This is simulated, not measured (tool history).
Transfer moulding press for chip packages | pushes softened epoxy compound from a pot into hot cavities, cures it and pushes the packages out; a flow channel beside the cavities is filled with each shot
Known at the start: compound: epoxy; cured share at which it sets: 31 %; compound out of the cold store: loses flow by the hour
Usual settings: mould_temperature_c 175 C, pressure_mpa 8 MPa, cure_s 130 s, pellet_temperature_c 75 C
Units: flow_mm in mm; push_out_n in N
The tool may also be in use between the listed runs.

run    hour  mould_temperature_c  pressure_mpa  cure_s  pellet_temperature_c  incoming compound's hours out of the cold store  flow_mm  push_out_n
  1       0                  175             8     130                    75                                             26.7    518.9         526
       18.2  -- cavities cleaned with cleaning compound and waxed
  2    63.9                  175             8     130                    75                                              8.8    578.6         589
       78.2  -- cavities cleaned with cleaning compound and waxed
        135  -- cavities cleaned with cleaning compound and waxed
  3   159.3                  175          8.52     130                    75                                             16.1      565         527
      192.9  -- cavities cleaned with cleaning compound and waxed
      255.2  -- cavities cleaned with cleaning compound and waxed
  4   255.9                  175          8.52     130                    75                                             37.3    492.6         420
      313.8  -- cavities cleaned with cleaning compound and waxed
  5   328.8                  175          7.24     130                    75                                             20.8    501.3         483
      372.1  -- cavities cleaned with cleaning compound and waxed
      403.5  -- plunger's sealing rings changed
  6   411.6                  175          7.24     130                    75                                             28.2    491.9         525
      435.6  -- cavities cleaned with cleaning compound and waxed
      499.3  -- cavities cleaned with cleaning compound and waxed
  7   513.1                  175             8     130                    75                                             25.4    521.8         496
      562.3  -- cavities cleaned with cleaning compound and waxed
      577.2  -- mould's thermocouples calibrated
  8   585.6                  175             8     130                    75                                             36.6      483         461
      626.5  -- cavities cleaned with cleaning compound and waxed
  9     637                  175             8     130                    75                                             26.7    513.3         465
      688.7  -- cavities cleaned with cleaning compound and waxed
 10     690                  175             8     130                    75                                             16.4    544.8         457
      747.2  -- cavities cleaned with cleaning compound and waxed
 11   753.7                  178             8     130                    75                                             35.5      477         398
      809.1  -- cavities cleaned with cleaning compound and waxed
 12   818.3                  175             8     130                    75                                             36.3    476.9         445
 13   863.1                  175             8     130                    75                                               22    521.9         581
      871.1  -- cavities cleaned with cleaning compound and waxed
        886  -- plunger's sealing rings changed
 14   912.7                  175             8     130                    75                                             26.4    521.3         536
      931.1  -- cavities cleaned with cleaning compound and waxed
 15   961.9                  175             8     130                    75                                             46.5    457.3         498
      989.5  -- cavities cleaned with cleaning compound and waxed
 16  1044.6                  175             8     130                    75                                             20.1    536.6         585
     1053.2  -- cavities cleaned with cleaning compound and waxed
     1112.3  -- cavities cleaned with cleaning compound and waxed
 17    1148                  169             8     130                    68                                             36.4    493.7         804
     1171.1  -- cavities cleaned with cleaning compound and waxed
 18  1199.9                  169             8     130                    68                                               25    527.9         843
     1233.5  -- cavities cleaned with cleaning compound and waxed
 19  1272.2                  169             8     130                    68                                               20    543.1         893
     1296.8  -- cavities cleaned with cleaning compound and waxed
     1355.5  -- cavities cleaned with cleaning compound and waxed
 20  1355.5                  169          9.41     130                    85                                             22.9    574.5         692
     1365.1  -- mould's thermocouples calibrated
     1367.6  -- plunger's sealing rings changed
     1418.6  -- cavities cleaned with cleaning compound and waxed
 21  1431.9                  175          9.77     149                    83                                             19.4    599.4         395
     1476.5  -- cavities cleaned with cleaning compound and waxed
 22  1527.5                  180             8     163                    75                                             10.8    561.1         374
     1536.8  -- cavities cleaned with cleaning compound and waxed
 23    1576                  180             8     163                    75                                             12.3    553.8         355
     1599.4  -- cavities cleaned with cleaning compound and waxed
 24  1624.3                  169          9.44     130                    75                                             46.8    500.3         746
     1658.3  -- cavities cleaned with cleaning compound and waxed
 25  1668.7                  169          9.44     130                    75                                             36.5    534.5         702
     1715.2  -- cavities cleaned with cleaning compound and waxed
 26  1744.1                  175             8     158                    76                                             35.7    481.5         389

The same runs without the tool's hidden state, with the same run-to-run variation:
The hidden state here: true mould temperature over the reading, C; pressure that reaches the compound, % of what is set; grip of the stained cavities, % over clean ones'; drift of the gauge itself on flow_mm, %; drift of the gauge itself on push_out_n, %.
run  flow_mm  push_out_n
  1    521.5         421
  2    583.7         467
  3    573.3         446
  4    502.8         404
  5      514         427
  6    491.3         419
  7    524.1         425
  8      489         411
  9    521.3         418
 10      555         437
 11    487.8         366
 12    489.6         404
 13    537.2         445
 14    522.6         425
 15    459.8         413
 16    541.8         439
 17    501.6         640
 18    538.2         676
 19    556.1         695
 20    591.4         642
 21    602.8         360
 22    567.1         294
 23    561.2         296
 24    508.3         622
 25    544.3         625
 26    492.6         323
